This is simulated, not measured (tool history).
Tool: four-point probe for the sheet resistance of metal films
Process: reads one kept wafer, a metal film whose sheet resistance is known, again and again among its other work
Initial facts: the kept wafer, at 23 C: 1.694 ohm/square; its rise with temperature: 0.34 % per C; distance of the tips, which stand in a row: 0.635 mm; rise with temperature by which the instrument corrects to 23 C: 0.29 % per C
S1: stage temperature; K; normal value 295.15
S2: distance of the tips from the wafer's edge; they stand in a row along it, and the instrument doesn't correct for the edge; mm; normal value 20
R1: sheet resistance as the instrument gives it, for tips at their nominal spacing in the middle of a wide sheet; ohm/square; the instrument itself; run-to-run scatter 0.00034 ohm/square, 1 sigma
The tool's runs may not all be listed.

Run 1, hour 0.0: usual settings. Result: R1 1.690950 ohm/square.
Run 2, hour 52.9: usual settings. Result: R1 1.691161 ohm/square.
Run 3, hour 124.7: usual settings. Result: R1 1.690576 ohm/square.
Run 4, hour 207.5: usual settings. Result: R1 1.690670 ohm/square.
Run 5, hour 303.4: usual settings but S1 305.15 K. Result: R1 1.698928 ohm/square.
Run 6, hour 369.5: usual settings. Result: R1 1.689904 ohm/square.
Run 7, hour 427.6: usual settings. Result: R1 1.690718 ohm/square.
Run 8, hour 489.7: usual settings but S2 9 mm. Result: R1 1.692568 ohm/square.
Run 9, hour 560.9: usual settings. Result: R1 1.689628 ohm/square.
Run 10, hour 609.0: usual settings but S1 293.15 K. Result: R1 1.687727 ohm/square.
Run 11, hour 658.0: usual settings but S1 294.15 K. Result: R1 1.688263 ohm/square.
Run 12, hour 728.3: usual settings. Result: R1 1.688724 ohm/square.
Run 13, hour 810.6: usual settings. Result: R1 1.688720 ohm/square.
Run 14, hour 907.6: usual settings. Result: R1 1.688650 ohm/square.
Run 15, hour 962.9: usual settings. Result: R1 1.687909 ohm/square.
Run 16, hour 1025.4: usual settings. Result: R1 1.687532 ohm/square.
Run 17, hour 1074.2: usual settings but S1 293.15 K. Result: R1 1.686088 ohm/square.
Run 18, hour 1171.7: usual settings but S1 308.15 K. Result: R1 1.698285 ohm/square.
Run 19, hour 1269.0: usual settings but S1 308.15 K. Result: R1 1.698023 ohm/square.
Run 20, hour 1343.1: usual settings but S1 300.15 K. Result: R1 1.691890 ohm/square.
Run 21, hour 1392.7: usual settings but S1 300.15 K, S2 41 mm. Result: R1 1.690725 ohm/square.
Run 22, hour 1472.2: usual settings but S1 307.15 K, S2 10 mm. Result: R1 1.699697 ohm/square.
Run 23, hour 1524.2: usual settings but S1 306.15 K, S2 4 mm. Result: R1 1.717567 ohm/square.
Run 24, hour 1584.7: usual settings but S1 306.15 K, S2 4 mm. Result: R1 1.717085 ohm/square.

What will run 25 give?
Run 25, hour 1682.6: usual settings but S1 306.15 K, S2 4 mm. Result: R1 ?.

{"run 25": {"R1": 1.717035}}
With the hidden condition absent and the run-to-run variation left alone, this run would have shown R1 1.725473 ohm/square.

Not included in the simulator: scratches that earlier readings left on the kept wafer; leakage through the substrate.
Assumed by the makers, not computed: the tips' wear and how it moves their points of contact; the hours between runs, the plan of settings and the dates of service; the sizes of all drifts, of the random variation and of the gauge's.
